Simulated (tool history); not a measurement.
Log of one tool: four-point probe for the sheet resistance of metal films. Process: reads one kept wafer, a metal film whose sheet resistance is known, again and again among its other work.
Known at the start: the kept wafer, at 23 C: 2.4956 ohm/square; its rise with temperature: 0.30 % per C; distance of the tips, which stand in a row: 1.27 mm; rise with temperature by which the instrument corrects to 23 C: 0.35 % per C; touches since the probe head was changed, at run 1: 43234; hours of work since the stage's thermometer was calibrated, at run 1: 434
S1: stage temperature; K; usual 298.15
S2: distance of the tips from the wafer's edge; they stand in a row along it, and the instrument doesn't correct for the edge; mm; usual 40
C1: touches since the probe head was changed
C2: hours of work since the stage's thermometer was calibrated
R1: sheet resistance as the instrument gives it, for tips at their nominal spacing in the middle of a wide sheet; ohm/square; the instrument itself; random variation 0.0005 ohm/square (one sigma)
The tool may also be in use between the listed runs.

Run 1, hour 0.0: usual settings; C1 43234; C2 434. Result: R1 2.488563 ohm/square.
Run 2, hour 20.3: usual settings; C1 44113; C2 445. Result: R1 2.488283 ohm/square.
Run 3, hour 37.7: usual settings; C1 44868; C2 454. Result: R1 2.488070 ohm/square.
Run 4, hour 47.8: usual settings; C1 45303; C2 460. Result: R1 2.487927 ohm/square.
Run 5, hour 66.4: usual settings; C1 46109; C2 470. Result: R1 2.487303 ohm/square.
Run 6, hour 78.2: usual settings but S2 27 mm; C1 46621; C2 476. Result: R1 2.488931 ohm/square.
Run 7, hour 97.9: usual settings but S2 27 mm; C1 47472; C2 487. Result: R1 2.489581 ohm/square.
Run 8, hour 110.6: usual settings but S2 27 mm; C1 48025; C2 493. Result: R1 2.488730 ohm/square.
Run 9, hour 123.6: usual settings but S2 27 mm; C1 48588; C2 500. Result: R1 2.488093 ohm/square.
Run 10, hour 137.8: usual settings but S2 27 mm; C1 49202; C2 508. Result: R1 2.488811 ohm/square.
Run 11, hour 160.7: usual settings but S1 299.15 K, S2 8 mm; C1 50193; C2 520. Result: R1 2.517988 ohm/square.
Run 12, hour 184.0: usual settings but S1 291.15 K, S2 37 mm; C1 51200; C2 533. Result: R1 2.495110 ohm/square.
Run 13, hour 203.4: usual settings but S1 301.15 K, S2 8 mm; C1 52043; C2 543. Result: R1 2.514947 ohm/square.
Run 14, hour 216.2: usual settings but S1 307.15 K, S2 29 mm; C1 52597; C2 550. Result: R1 2.476687 ohm/square.
Run 15, hour 233.5: usual settings but S1 300.15 K, S2 3 mm; C1 53345; C2 559. Result: R1 2.699751 ohm/square.
Run 16, hour 246.6: usual settings but S1 300.15 K, S2 3 mm; C1 53914; C2 566. Result: R1 2.698802 ohm/square.
Run 17, hour 267.1: usual settings but S1 300.15 K, S2 3 mm; C1 54802; C2 577. Result: R1 2.698434 ohm/square.
Run 18, hour 280.3: usual settings but S1 302.15 K, S2 5 mm; C1 55371; C2 584. Result: R1 2.563170 ohm/square.
Run 19, hour 300.6: usual settings but S1 302.15 K, S2 5 mm; C1 56252; C2 595. Result: R1 2.562277 ohm/square.

5 ways to go on from here, each from the tool as it stands after run 19. What would each give?
Run A, hour 316.3: usual settings but S2 4 mm; C1 56931; C2 604. Result: R1 ?.
Run B, hour 316.3: usual settings but S1 294.15 K, S2 19 mm; C1 56931; C2 604. Result: R1 ?.
Run C, hour 316.3: usual settings but S2 9 mm; C1 56931; C2 604. Result: R1 ?.
Run D, hour 316.3: usual settings but S1 300.15 K, S2 38 mm; C1 56931; C2 604. Result: R1 ?.
Run E, hour 316.3: usual settings but S1 296.15 K, S2 4 mm; C1 56931; C2 604. Result: R1 ?.

run        R1
  A  2.611037
  B  2.494231
  C  2.509313
  D  2.482959
  E  2.613489
Without the tool's hidden state the same runs would have given:
run        R1
  A  2.621088
  B  2.503885
  C  2.518999
  D  2.492539
  E  2.623560

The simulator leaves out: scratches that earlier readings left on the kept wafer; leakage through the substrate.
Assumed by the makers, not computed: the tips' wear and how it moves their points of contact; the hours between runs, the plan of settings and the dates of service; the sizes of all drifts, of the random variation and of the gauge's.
